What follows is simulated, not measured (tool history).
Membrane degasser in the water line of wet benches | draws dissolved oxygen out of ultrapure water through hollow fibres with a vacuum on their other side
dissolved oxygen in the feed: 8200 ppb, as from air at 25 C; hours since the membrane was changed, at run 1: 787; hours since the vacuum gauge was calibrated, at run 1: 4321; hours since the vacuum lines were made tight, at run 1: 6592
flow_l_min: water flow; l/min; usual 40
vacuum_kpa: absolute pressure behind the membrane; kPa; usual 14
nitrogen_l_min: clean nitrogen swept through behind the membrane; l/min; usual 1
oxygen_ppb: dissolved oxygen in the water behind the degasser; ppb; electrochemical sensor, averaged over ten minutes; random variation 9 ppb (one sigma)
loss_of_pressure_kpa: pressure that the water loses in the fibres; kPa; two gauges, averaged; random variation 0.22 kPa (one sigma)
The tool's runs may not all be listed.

run,hour,flow_l_min,vacuum_kpa,nitrogen_l_min,hours since the membrane was changed,hours since the vacuum gauge was calibrated,hours since the vacuum lines were made tight,oxygen_ppb,loss_of_pressure_kpa
1,0,40,14,1,787,4321,6592,904.3,56.67
2,60,40,14,1,847,4381,6652,910.2,55.57
3,102.2,40,14,1,890,4423,6694,907,55.98
4,196.7,40,14,1,984,4517,6789,908,56.12
5,257.1,40,14,1,1044,4578,6849,913.6,56.07
6,312.9,40,14,2.24,1100,4633,6905,538.6,56.45
7,372.2,40,14,2.24,1160,4693,6964,536.6,56.26
8,417.4,40,14,1,1205,4738,7010,903.5,56.02
9,470.6,40,14,1,1258,4791,7063,910.3,56.06
10,547.4,45,14,1,1335,4868,7140,1018.8,62.66
11,620.5,45,14,1,1408,4941,7213,992.8,63.19
12,706.3,25,14,1,1494,5027,7299,601.9,35.23
13,762.2,40,14,1,1550,5083,7354,900.9,56.72
14,852.4,40,14,1,1640,5173,7445,907.7,56.43
15,922.3,40,12.6,1,1710,5243,7515,822,56.54
16,978.6,40,12.6,1,1766,5299,7571,808,56.46
17,1027.3,30,15.7,1,1815,5348,7620,804.4,42.47
18,1088.2,40,14,0.68,1876,5409,7680,1159.6,56.55
19,1138.8,50,14,0.81,1926,5459,7731,1252.5,70.74
20,1186.1,40,9.9,0.4,1973,5507,7778,1066.1,56.83
21,1235.1,34,14,2.67,2023,5556,7827,403,48.12
22,1323.7,32,17.6,1,2111,5644,7916,954.4,45.05
23,1401.2,32,17.6,1,2189,5722,7993,948.6,45.78
24,1449.2,32,17.6,1,2237,5770,8041,953.9,45.05
25,1512.7,34,8.7,1,2300,5833,8105,472.8,48.32
26,1608.2,34,8.7,1,2396,5929,8200,472.2,48.11
27,1676.4,35,9.9,1,2464,5997,8269,573.8,49.44
28,1738.1,40,9.4,1,2525,6059,8330,602.3,56.97
29,1790.5,40,9.4,1,2578,6111,8383,600.5,56.67
30,1834.7,28,9.4,1.52,2622,6155,8427,324.7,40.13
31,1884.9,34,16.1,2.84,2672,6205,8477,443.4,48.05
32,1949,34,16.1,2.84,2736,6270,8541,448.8,48.42

Measured less the same run without the tool's hidden state. The same run-to-run variation is in both; the gauge's scatter may not be:
The hidden state here: membrane still open, %; true pressure behind the membrane over the reading, kPa; air that leaks in behind the membrane, l/min; drift of the gauge itself on oxygen_ppb, %; drift of the gauge itself on loss_of_pressure_kpa, %.
run,oxygen_ppb,loss_of_pressure_kpa
1,+9.5,+0.32
2,+9.9,+0.35
3,+10.1,+0.37
4,+10.5,+0.41
5,+10.8,+0.44
6,+10.9,+0.46
7,+11.2,+0.49
8,+11.5,+0.51
9,+11.8,+0.53
10,+12.3,+0.63
11,+12.2,+0.67
12,+13.3,+0.4
13,+13.1,+0.66
14,+13.5,+0.7
15,+14,+0.74
16,+14,+0.76
17,+15.1,+0.59
18,+11.2,+0.81
19,+13.6,+1.05
20,+6.1,+0.86
21,+13.5,+0.75
22,+16.8,+0.73
23,+17,+0.76
24,+17.2,+0.78
25,+15.5,+0.85
26,+15.9,+0.88
27,+16.9,+0.94
28,+18,+1.11
29,+18.2,+1.13
30,+14.5,+0.81
31,+16.8,+1
32,+17.3,+1.03

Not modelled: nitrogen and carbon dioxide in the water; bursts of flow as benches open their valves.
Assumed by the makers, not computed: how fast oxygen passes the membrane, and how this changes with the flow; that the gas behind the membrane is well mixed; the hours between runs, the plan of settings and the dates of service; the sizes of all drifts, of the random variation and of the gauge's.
